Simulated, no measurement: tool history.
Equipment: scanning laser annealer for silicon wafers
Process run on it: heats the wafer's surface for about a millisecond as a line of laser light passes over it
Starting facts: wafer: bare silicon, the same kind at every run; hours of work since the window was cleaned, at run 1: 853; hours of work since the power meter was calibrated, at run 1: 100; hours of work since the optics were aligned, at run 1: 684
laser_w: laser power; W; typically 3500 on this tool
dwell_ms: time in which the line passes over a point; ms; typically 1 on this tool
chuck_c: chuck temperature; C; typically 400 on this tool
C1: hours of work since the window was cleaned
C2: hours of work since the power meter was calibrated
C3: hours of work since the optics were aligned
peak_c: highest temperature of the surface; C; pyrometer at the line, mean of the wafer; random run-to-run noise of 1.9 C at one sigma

run 1 hour=0 | laser_w=3500 dwell_ms=1 chuck_c=400 | C1=853 C2=100 C3=684 | peak_c=1169
run 2 hour=7.2 | laser_w=3500 dwell_ms=1 chuck_c=386 | C1=856 C2=103 C3=687 | peak_c=1158
run 3 hour=14.5 | laser_w=3500 dwell_ms=1 chuck_c=421 | C1=859 C2=106 C3=690 | peak_c=1192
run 4 hour=21.6 | laser_w=3500 dwell_ms=1 chuck_c=378 | C1=861 C2=109 C3=693 | peak_c=1149
run 5 hour=27.6 | laser_w=3500 dwell_ms=1 chuck_c=401 | C1=864 C2=111 C3=695 | peak_c=1171
run 6 hour=34.2 | laser_w=3500 dwell_ms=1 chuck_c=400 | C1=867 C2=114 C3=698 | peak_c=1172
run 7 hour=39.7 | laser_w=3500 dwell_ms=1 chuck_c=400 | C1=869 C2=116 C3=700 | peak_c=1172
run 8 hour=48.2 | laser_w=3500 dwell_ms=1 chuck_c=400 | C1=872 C2=120 C3=703 | peak_c=1170
run 9 hour=56.2 | laser_w=3500 dwell_ms=1 chuck_c=379 | C1=875 C2=123 C3=707 | peak_c=1150
run 10 hour=64.1 | laser_w=3247 dwell_ms=1 chuck_c=400 | C1=879 C2=126 C3=710 | peak_c=1114
run 11 hour=71.1 | laser_w=3247 dwell_ms=1 chuck_c=400 | C1=881 C2=129 C3=713 | peak_c=1118
run 12 hour=78.7 | laser_w=3247 dwell_ms=1 chuck_c=400 | C1=884 C2=132 C3=716 | peak_c=1111
run 13 hour=85.7 | laser_w=3247 dwell_ms=1 chuck_c=400 | C1=887 C2=135 C3=719 | peak_c=1116
run 14 hour=91.5 | laser_w=3500 dwell_ms=1 chuck_c=400 | C1=890 C2=137 C3=721 | peak_c=1173
run 15 hour=99.1 | laser_w=3500 dwell_ms=1 chuck_c=400 | C1=893 C2=140 C3=724 | peak_c=1172
run 16 hour=107.7 | laser_w=3500 dwell_ms=1 chuck_c=400 | C1=896 C2=143 C3=727 | peak_c=1168
run 17 hour=118.3 | laser_w=3500 dwell_ms=1 chuck_c=400 | C1=900 C2=148 C3=732 | peak_c=1171
run 18 hour=124.1 | laser_w=3818 dwell_ms=0.96 chuck_c=400 | C1=903 C2=150 C3=734 | peak_c=1223
run 19 hour=132.5 | laser_w=3825 dwell_ms=0.88 chuck_c=388 | C1=906 C2=153 C3=737 | peak_c=1185
run 20 hour=139.4 | laser_w=3775 dwell_ms=1.04 chuck_c=384 | C1=909 C2=156 C3=740 | peak_c=1225
run 21 hour=146.1 | laser_w=3515 dwell_ms=1.21 chuck_c=416 | C1=912 C2=159 C3=743 | peak_c=1253
run 22 hour=153.3 | laser_w=3480 dwell_ms=1.21 chuck_c=416 | C1=914 C2=162 C3=746 | peak_c=1246
run 23 hour=162.5 | laser_w=3538 dwell_ms=0.81 chuck_c=439 | C1=918 C2=166 C3=749 | peak_c=1147
run 24 hour=172.7 | laser_w=3500 dwell_ms=0.85 chuck_c=369 | C1=922 C2=170 C3=754 | peak_c=1088
run 25 hour=180.2 | laser_w=3026 dwell_ms=1.1 chuck_c=369 | C1=925 C2=173 C3=757 | peak_c=1063
run 26 hour=184.9 | laser_w=3500 dwell_ms=0.92 chuck_c=373 | C1=927 C2=174 C3=758 | peak_c=1116
run 27 hour=193.5 | laser_w=3500 dwell_ms=0.92 chuck_c=373 | C1=931 C2=178 C3=762 | peak_c=1117

Forecast each of these 3 alternatives for the next run:
run A hour=198.5 | laser_w=3023 dwell_ms=0.92 chuck_c=425 | C1=933 C2=180 C3=764 | peak_c=?
run B hour=198.5 | laser_w=3500 dwell_ms=0.84 chuck_c=417 | C1=933 C2=180 C3=764 | peak_c=?
run C hour=198.5 | laser_w=3363 dwell_ms=1.15 chuck_c=380 | C1=933 C2=180 C3=764 | peak_c=?

run=A peak_c=1065
run=B peak_c=1131
run=C peak_c=1167
The same runs, with their run-to-run variation unchanged, on a tool lacking any hidden condition would have given:
run=A peak_c=1066
run=B peak_c=1132
run=C peak_c=1168

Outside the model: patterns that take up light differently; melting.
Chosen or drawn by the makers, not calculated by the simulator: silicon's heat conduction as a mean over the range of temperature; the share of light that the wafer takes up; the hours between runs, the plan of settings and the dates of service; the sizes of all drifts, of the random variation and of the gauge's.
